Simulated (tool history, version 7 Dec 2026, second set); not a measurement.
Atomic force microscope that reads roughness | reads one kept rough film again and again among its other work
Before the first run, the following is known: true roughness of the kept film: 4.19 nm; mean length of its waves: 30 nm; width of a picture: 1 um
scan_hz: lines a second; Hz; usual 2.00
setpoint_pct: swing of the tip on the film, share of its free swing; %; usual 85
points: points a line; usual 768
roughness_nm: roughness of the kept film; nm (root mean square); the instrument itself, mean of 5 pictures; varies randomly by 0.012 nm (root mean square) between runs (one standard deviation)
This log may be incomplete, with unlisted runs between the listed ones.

{"run": 1, "day": 0.0, "scan_hz": 2.0, "setpoint_pct": 85, "points": 768, "roughness_nm": 2.375}
{"run": 2, "day": 1.246, "scan_hz": 2.0, "setpoint_pct": 85, "points": 768, "roughness_nm": 2.044}
{"day": 1.954, "done": "new tip fitted"}
{"run": 3, "day": 1.954, "scan_hz": 2.0, "setpoint_pct": 85, "points": 768, "roughness_nm": 2.793}
{"run": 4, "day": 2.929, "scan_hz": 2.0, "setpoint_pct": 85, "points": 768, "roughness_nm": 2.412}
{"run": 5, "day": 4.242, "scan_hz": 2.0, "setpoint_pct": 85, "points": 768, "roughness_nm": 2.044}
{"day": 4.892, "done": "new tip fitted"}
{"run": 6, "day": 5.696, "scan_hz": 2.0, "setpoint_pct": 79, "points": 768, "roughness_nm": 2.573}
{"run": 7, "day": 6.438, "scan_hz": 2.0, "setpoint_pct": 79, "points": 359, "roughness_nm": 2.307}
{"run": 8, "day": 7.3, "scan_hz": 2.0, "setpoint_pct": 85, "points": 499, "roughness_nm": 1.976}
{"day": 7.796, "done": "new tip fitted"}
{"run": 9, "day": 8.496, "scan_hz": 2.0, "setpoint_pct": 85, "points": 341, "roughness_nm": 2.478}
{"run": 10, "day": 9.388, "scan_hz": 3.06, "setpoint_pct": 85, "points": 768, "roughness_nm": 1.97}
{"run": 11, "day": 10.233, "scan_hz": 2.0, "setpoint_pct": 70, "points": 768, "roughness_nm": 2.195}
{"day": 10.808, "done": "new tip fitted"}
{"run": 12, "day": 11.479, "scan_hz": 2.0, "setpoint_pct": 85, "points": 768, "roughness_nm": 2.518}
{"run": 13, "day": 12.579, "scan_hz": 2.0, "setpoint_pct": 85, "points": 669, "roughness_nm": 2.106}
{"run": 14, "day": 13.633, "scan_hz": 2.0, "setpoint_pct": 85, "points": 589, "roughness_nm": 1.869}
{"day": 13.746, "done": "new tip fitted"}
{"run": 15, "day": 15.088, "scan_hz": 2.0, "setpoint_pct": 85, "points": 589, "roughness_nm": 2.245}
{"run": 16, "day": 16.154, "scan_hz": 2.0, "setpoint_pct": 85, "points": 589, "roughness_nm": 1.964}
{"day": 16.692, "done": "new tip fitted"}
{"run": 17, "day": 17.088, "scan_hz": 2.0, "setpoint_pct": 85, "points": 589, "roughness_nm": 2.64}
{"run": 18, "day": 17.975, "scan_hz": 2.0, "setpoint_pct": 85, "points": 297, "roughness_nm": 2.295}
{"run": 19, "day": 19.488, "scan_hz": 2.0, "setpoint_pct": 67, "points": 297, "roughness_nm": 2.155}
{"day": 19.729, "done": "new tip fitted"}
{"run": 20, "day": 20.45, "scan_hz": 2.0, "setpoint_pct": 67, "points": 297, "roughness_nm": 2.792}
{"run": 21, "day": 21.188, "scan_hz": 2.0, "setpoint_pct": 67, "points": 297, "roughness_nm": 2.48}
{"run": 22, "day": 22.417, "scan_hz": 2.0, "setpoint_pct": 67, "points": 297, "roughness_nm": 2.118}
{"day": 22.75, "done": "new tip fitted"}
{"run": 23, "day": 23.821, "scan_hz": 2.0, "setpoint_pct": 85, "points": 483, "roughness_nm": 2.328}
{"run": 24, "day": 24.767, "scan_hz": 2.0, "setpoint_pct": 85, "points": 483, "roughness_nm": 2.048}
{"day": 25.775, "done": "new tip fitted"}
{"run": 25, "day": 26.0, "scan_hz": 2.0, "setpoint_pct": 85, "points": 483, "roughness_nm": 2.659}
{"run": 26, "day": 27.367, "scan_hz": 2.0, "setpoint_pct": 85, "points": 483, "roughness_nm": 2.166}
{"run": 27, "day": 28.512, "scan_hz": 2.0, "setpoint_pct": 85, "points": 483, "roughness_nm": 1.881}
{"day": 28.758, "done": "new tip fitted"}
{"run": 28, "day": 29.233, "scan_hz": 2.0, "setpoint_pct": 85, "points": 483, "roughness_nm": 2.548}
{"run": 29, "day": 30.6, "scan_hz": 2.0, "setpoint_pct": 85, "points": 483, "roughness_nm": 2.1}
{"day": 31.762, "done": "new tip fitted"}
{"run": 30, "day": 31.812, "scan_hz": 3.38, "setpoint_pct": 58, "points": 258, "roughness_nm": 3.116}
{"run": 31, "day": 32.629, "scan_hz": 2.74, "setpoint_pct": 85, "points": 624, "roughness_nm": 2.262}
{"run": 32, "day": 33.979, "scan_hz": 2.74, "setpoint_pct": 85, "points": 624, "roughness_nm": 1.86}
{"day": 34.771, "done": "new tip fitted"}
{"run": 33, "day": 34.862, "scan_hz": 2.74, "setpoint_pct": 85, "points": 624, "roughness_nm": 2.503}
{"run": 34, "day": 36.312, "scan_hz": 2.74, "setpoint_pct": 85, "points": 624, "roughness_nm": 2.048}
{"run": 35, "day": 37.588, "scan_hz": 0.61, "setpoint_pct": 56, "points": 609, "roughness_nm": 2.298}
{"day": 37.738, "done": "new tip fitted"}
{"run": 36, "day": 38.646, "scan_hz": 3.48, "setpoint_pct": 85, "points": 970, "roughness_nm": 2.064}
{"run": 37, "day": 39.771, "scan_hz": 3.48, "setpoint_pct": 85, "points": 970, "roughness_nm": 1.78}
{"run": 38, "day": 40.512, "scan_hz": 3.48, "setpoint_pct": 85, "points": 970, "roughness_nm": 1.628}
{"day": 40.671, "done": "new tip fitted"}
{"run": 39, "day": 41.779, "scan_hz": 2.25, "setpoint_pct": 56, "points": 768, "roughness_nm": 2.798}
{"run": 40, "day": 42.746, "scan_hz": 2.25, "setpoint_pct": 56, "points": 768, "roughness_nm": 2.477}

What will run 41 give?
{"day": 43.662, "done": "new tip fitted"}
{"run": 41, "day": 43.662, "scan_hz": 2.25, "setpoint_pct": 56, "points": 768, "roughness_nm": "?"}

roughness_nm: 3.255 nm (root mean square)
Take away the tool's hidden state, keep the run-to-run variation as it was, and the same run would have given roughness_nm 3.333 nm (root mean square).
